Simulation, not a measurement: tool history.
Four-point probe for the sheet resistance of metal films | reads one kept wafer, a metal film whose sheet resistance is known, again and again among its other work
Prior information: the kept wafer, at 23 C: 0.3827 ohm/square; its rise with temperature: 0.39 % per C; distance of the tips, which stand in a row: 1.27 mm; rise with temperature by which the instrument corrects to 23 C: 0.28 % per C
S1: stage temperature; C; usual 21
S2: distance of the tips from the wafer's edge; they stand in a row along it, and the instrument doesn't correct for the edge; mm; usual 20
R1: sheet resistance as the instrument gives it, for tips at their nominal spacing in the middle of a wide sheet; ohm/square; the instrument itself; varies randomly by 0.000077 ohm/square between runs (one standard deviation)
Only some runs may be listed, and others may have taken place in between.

| run | hour | S1 | S2 | R1 |
|---|---|---|---|---|
| 1 | 0.0 | 21 | 20 | 0.384281 |
| 2 | 14.7 | 21 | 20 | 0.384290 |
| 3 | 30.0 | 21 | 20 | 0.384335 |
| 4 | 37.6 | 32 | 20 | 0.388589 |
| 5 | 48.8 | 21 | 22 | 0.384246 |
| 6 | 64.4 | 21 | 22 | 0.384138 |
| 7 | 73.5 | 21 | 22 | 0.384217 |
| 8 | 87.3 | 21 | 22 | 0.384210 |
| 9 | 96.8 | 21 | 19 | 0.384476 |
| 10 | 109.5 | 21 | 19 | 0.384474 |
| 11 | 122.2 | 21 | 19 | 0.384359 |
| 12 | 130.6 | 21 | 19 | 0.384235 |
| 13 | 141.6 | 21 | 19 | 0.384467 |
| 14 | 152.7 | 21 | 19 | 0.384454 |
| 15 | 165.5 | 21 | 19 | 0.384404 |
| 16 | 181.4 | 21 | 19 | 0.384431 |
| 17 | 192.1 | 21 | 7 | 0.390296 |
| 18 | 205.6 | 21 | 7 | 0.390192 |
| 19 | 218.1 | 21 | 7 | 0.390244 |
| 20 | 233.5 | 21 | 4 | 0.403127 |
| 21 | 244.4 | 21 | 62 | 0.383625 |
| 22 | 256.4 | 21 | 62 | 0.383694 |
| 23 | 265.2 | 19 | 43 | 0.382829 |
| 24 | 275.9 | 24 | 10 | 0.388096 |
| 25 | 283.0 | 25 | 12 | 0.387486 |
| 26 | 297.1 | 25 | 12 | 0.387474 |
| 27 | 307.6 | 20 | 4 | 0.402904 |
|  | 309.4 | stage's thermometer calibrated |
| 28 | 318.3 | 29 | 4 | 0.406970 |
| 29 | 330.7 | 29 | 4 | 0.406951 |
| 30 | 337.6 | 29 | 4 | 0.407028 |
| 31 | 352.6 | 29 | 4 | 0.407018 |
| 32 | 366.3 | 23 | 48 | 0.384921 |
| 33 | 377.8 | 30 | 33 | 0.387932 |
| 34 | 388.6 | 22 | 75 | 0.384492 |
| 35 | 402.9 | 18 | 5 | 0.395505 |
|  | 404.8 | stage's thermometer calibrated, once more |
| 36 | 412.5 | 26 | 21 | 0.385774 |
| 37 | 420.4 | 21 | 39 | 0.383070 |
| 38 | 435.7 | 28 | 66 | 0.385776 |
| 39 | 446.5 | 28 | 66 | 0.385859 |
| 40 | 455.8 | 29 | 5 | 0.399124 |
| 41 | 462.4 | 18 | 51 | 0.381623 |
| 42 | 471.6 | 18 | 51 | 0.381602 |

For run 43, what comes out?
| 43 | 481.2 | 29 | 39 | ? |

R1: 0.386262 ohm/square
On a tool with no hidden condition, and with the same random variation, this run would have come out at R1 0.385271 ohm/square.
